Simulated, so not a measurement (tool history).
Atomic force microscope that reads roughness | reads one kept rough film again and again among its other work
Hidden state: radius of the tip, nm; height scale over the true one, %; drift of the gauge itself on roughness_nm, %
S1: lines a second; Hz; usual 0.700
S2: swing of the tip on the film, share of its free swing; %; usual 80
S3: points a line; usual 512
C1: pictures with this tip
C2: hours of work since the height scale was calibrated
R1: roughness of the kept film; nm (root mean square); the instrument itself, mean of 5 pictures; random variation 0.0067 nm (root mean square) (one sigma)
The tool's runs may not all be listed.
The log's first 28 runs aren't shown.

{"run": 29, "hour": 946.2, "S1": 2.072, "S2": 68, "S3": 274, "C1": 70, "C2": 2310, "R1": 1.144}
{"hour": 984.5, "done": "new tip fitted"}
{"run": 30, "hour": 992.6, "S1": 2.072, "S2": 68, "S3": 274, "C1": 10, "C2": 2346, "R1": 1.237}
{"run": 31, "hour": 1023.3, "S1": 2.721, "S2": 64, "S3": 618, "C1": 51, "C2": 2369, "R1": 1.196}
{"run": 32, "hour": 1071.8, "S1": 2.557, "S2": 64, "S3": 618, "C1": 114, "C2": 2406, "R1": 1.123}
{"hour": 1077.0, "done": "new tip fitted"}
{"run": 33, "hour": 1101.2, "S1": 0.7, "S2": 80, "S3": 424, "C1": 32, "C2": 2429, "R1": 1.266}
{"run": 34, "hour": 1127.3, "S1": 0.7, "S2": 80, "S3": 424, "C1": 66, "C2": 2449, "R1": 1.225}
{"run": 35, "hour": 1165.8, "S1": 1.073, "S2": 55, "S3": 862, "C1": 116, "C2": 2478, "R1": 1.176}
{"hour": 1171.0, "done": "new tip fitted"}
{"run": 36, "hour": 1204.8, "S1": 0.784, "S2": 85, "S3": 735, "C1": 45, "C2": 2508, "R1": 1.226}
{"run": 37, "hour": 1245.5, "S1": 0.7, "S2": 80, "S3": 703, "C1": 98, "C2": 2539, "R1": 1.183}
{"hour": 1260.9, "done": "new tip fitted"}
{"run": 38, "hour": 1271.0, "S1": 0.7, "S2": 70, "S3": 1000, "C1": 13, "C2": 2558, "R1": 1.314}
{"run": 39, "hour": 1317.8, "S1": 0.7, "S2": 85, "S3": 279, "C1": 75, "C2": 2594, "R1": 1.161}
{"run": 40, "hour": 1349.6, "S1": 0.7, "S2": 85, "S3": 279, "C1": 116, "C2": 2618, "R1": 1.093}
{"hour": 1353.5, "done": "new tip fitted"}
{"run": 41, "hour": 1377.8, "S1": 0.7, "S2": 85, "S3": 279, "C1": 32, "C2": 2640, "R1": 1.212}
{"run": 42, "hour": 1413.2, "S1": 0.7, "S2": 85, "S3": 279, "C1": 78, "C2": 2667, "R1": 1.146}
{"hour": 1447.8, "done": "new tip fitted"}
{"run": 43, "hour": 1448.9, "S1": 1.296, "S2": 65, "S3": 495, "C1": 2, "C2": 2694, "R1": 1.301}
{"run": 44, "hour": 1472.7, "S1": 1.296, "S2": 65, "S3": 495, "C1": 33, "C2": 2712, "R1": 1.259}
{"hour": 1502.2, "done": "height scale calibrated on a step standard"}
{"run": 45, "hour": 1514.3, "S1": 1.296, "S2": 65, "S3": 495, "C1": 86, "C2": 9, "R1": 1.209}
{"hour": 1538.1, "done": "new tip fitted"}
{"run": 46, "hour": 1542.8, "S1": 1.296, "S2": 65, "S3": 495, "C1": 6, "C2": 31, "R1": 1.334}
{"run": 47, "hour": 1569.3, "S1": 3.335, "S2": 65, "S3": 279, "C1": 40, "C2": 51, "R1": 1.189}
{"run": 48, "hour": 1609.5, "S1": 0.71, "S2": 85, "S3": 279, "C1": 93, "C2": 82, "R1": 1.137}
{"hour": 1631.8, "done": "new tip fitted"}
{"run": 49, "hour": 1632.3, "S1": 0.51, "S2": 80, "S3": 644, "C1": 1, "C2": 99, "R1": 1.338}

5 ways to go on from here, each from the tool as it stands after run 49. What would each give?
{"run": "A", "hour": 1663.2, "S1": 0.7, "S2": 80, "S3": 1006, "C1": 41, "C2": 123, "R1": "?"}
{"run": "B", "hour": 1663.2, "S1": 0.51, "S2": 80, "S3": 370, "C1": 41, "C2": 123, "R1": "?"}
{"run": "C", "hour": 1663.2, "S1": 2.354, "S2": 81, "S3": 723, "C1": 41, "C2": 123, "R1": "?"}
{"run": "D", "hour": 1663.2, "S1": 0.7, "S2": 64, "S3": 640, "C1": 41, "C2": 123, "R1": "?"}
{"run": "E", "hour": 1663.2, "S1": 1.456, "S2": 88, "S3": 512, "C1": 41, "C2": 123, "R1": "?"}

run=A R1=1.258
run=B R1=1.270
run=C R1=1.165
run=D R1=1.291
run=E R1=1.173
Without the tool's hidden state the same runs would have given:
run=A R1=1.326
run=B R1=1.339
run=C R1=1.228
run=D R1=1.361
run=E R1=1.236
